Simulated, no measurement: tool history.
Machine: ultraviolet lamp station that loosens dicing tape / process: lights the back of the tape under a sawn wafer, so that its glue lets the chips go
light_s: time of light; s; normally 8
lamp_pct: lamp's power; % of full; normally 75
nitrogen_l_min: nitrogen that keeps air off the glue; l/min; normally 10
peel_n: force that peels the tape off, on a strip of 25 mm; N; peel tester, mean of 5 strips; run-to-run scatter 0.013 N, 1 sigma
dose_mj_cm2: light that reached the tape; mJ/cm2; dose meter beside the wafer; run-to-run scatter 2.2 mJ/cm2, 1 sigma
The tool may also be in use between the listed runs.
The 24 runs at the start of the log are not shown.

| run | hour | light_s | lamp_pct | nitrogen_l_min | peel_n | dose_mj_cm2 |
|---|---|---|---|---|---|---|
| 25 | 600.2 | 16 | 85 | 7 | 0.173 | 461 |
| 26 | 622.7 | 16 | 85 | 4 | 0.227 | 460 |
| 27 | 650.7 | 16 | 85 | 4 | 0.201 | 465 |
| 28 | 676.3 | 16 | 71 | 4 | 0.285 | 385 |
| 29 | 698.4 | 16 | 71 | 4 | 0.286 | 390 |
| 30 | 715.1 | 16 | 71 | 4 | 0.278 | 384 |
| 31 | 736.7 | 5 | 75 | 10 | 1.205 | 126 |
| 32 | 766.5 | 10 | 76 | 3 | 0.66 | 261 |
| 33 | 788.9 | 9 | 65 | 10 | 0.645 | 197 |
| 34 | 811.2 | 11 | 99 | 3 | 0.358 | 371 |
| 35 | 830.2 | 7 | 95 | 3 | 0.821 | 224 |
| 36 | 854.8 | 7 | 95 | 3 | 0.817 | 228 |
| 37 | 880.1 | 7 | 96 | 3 | 0.813 | 231 |

Branching from run 37: 4 alternative next runs. What would each branch give?
| A | 905.8 | 13 | 68 | 6 | ? | ? |
| B | 905.8 | 13 | 96 | 3 | ? | ? |
| C | 905.8 | 7 | 65 | 9 | ? | ? |
| D | 905.8 | 8 | 84 | 10 | ? | ? |

| run | peel_n | dose_mj_cm2 |
|---|---|---|
| A | 0.366 | 301 |
| B | 0.282 | 423 |
| C | 0.941 | 155 |
| D | 0.493 | 225 |
With the hidden condition removed and each run's random variation left untouched, the same runs would have given:
| run | peel_n | dose_mj_cm2 |
|---|---|---|
| A | 0.364 | 302 |
| B | 0.28 | 424 |
| C | 0.937 | 155 |
| D | 0.491 | 226 |

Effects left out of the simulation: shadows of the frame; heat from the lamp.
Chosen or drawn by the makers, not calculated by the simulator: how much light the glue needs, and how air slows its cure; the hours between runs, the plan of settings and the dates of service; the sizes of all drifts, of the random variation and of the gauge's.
